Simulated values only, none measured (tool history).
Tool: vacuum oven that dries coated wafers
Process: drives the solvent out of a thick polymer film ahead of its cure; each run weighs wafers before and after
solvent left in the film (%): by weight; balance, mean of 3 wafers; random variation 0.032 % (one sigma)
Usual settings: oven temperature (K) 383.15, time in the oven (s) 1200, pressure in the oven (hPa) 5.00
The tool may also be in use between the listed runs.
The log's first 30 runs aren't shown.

run,day,oven temperature (K),time in the oven (s),pressure in the oven (hPa),solvent left in the film (%)
# day 80.796: vacuum gauge cleaned of residue and calibrated
31,81.342,391.15,1320,2.68,0.19
32,84.771,383.15,900,4.83,1.83
33,87.762,379.15,600,5.80,5.24
34,90.646,379.15,600,5.80,5.20
35,92.158,369.15,960,5.00,6.09
36,94.121,369.15,1680,5.00,2.80
# day 94.446: oven's thermocouples calibrated
37,96.371,395.15,1680,5.00,0.17
38,98.229,395.15,1680,5.00,0.19
39,100.542,395.15,1680,5.00,0.13
40,103.108,376.15,720,5.00,5.22
41,106.312,369.15,1200,2.95,4.60
42,109.346,369.15,1080,10.84,5.71
43,111.625,369.15,1080,10.84,5.73
44,113.354,393.15,960,15.35,0.67
45,116.138,393.15,960,15.35,0.72
46,118.450,391.15,1080,16.33,0.73
47,121.396,388.15,2040,16.33,0.68
48,124.283,380.15,2040,16.33,1.04

3 ways to go on from here, each from the tool as it stands after run 48. What would each give?
A,127.550,392.15,2040,12.36,?
B,127.550,387.15,660,5.00,?
C,127.550,378.15,1200,17.81,?

run,solvent left in the film (%)
A,0.44
B,2.16
C,2.55
Without the tool's hidden state the same runs would have given:
run,solvent left in the film (%)
A,0.43
B,2.17
C,2.56

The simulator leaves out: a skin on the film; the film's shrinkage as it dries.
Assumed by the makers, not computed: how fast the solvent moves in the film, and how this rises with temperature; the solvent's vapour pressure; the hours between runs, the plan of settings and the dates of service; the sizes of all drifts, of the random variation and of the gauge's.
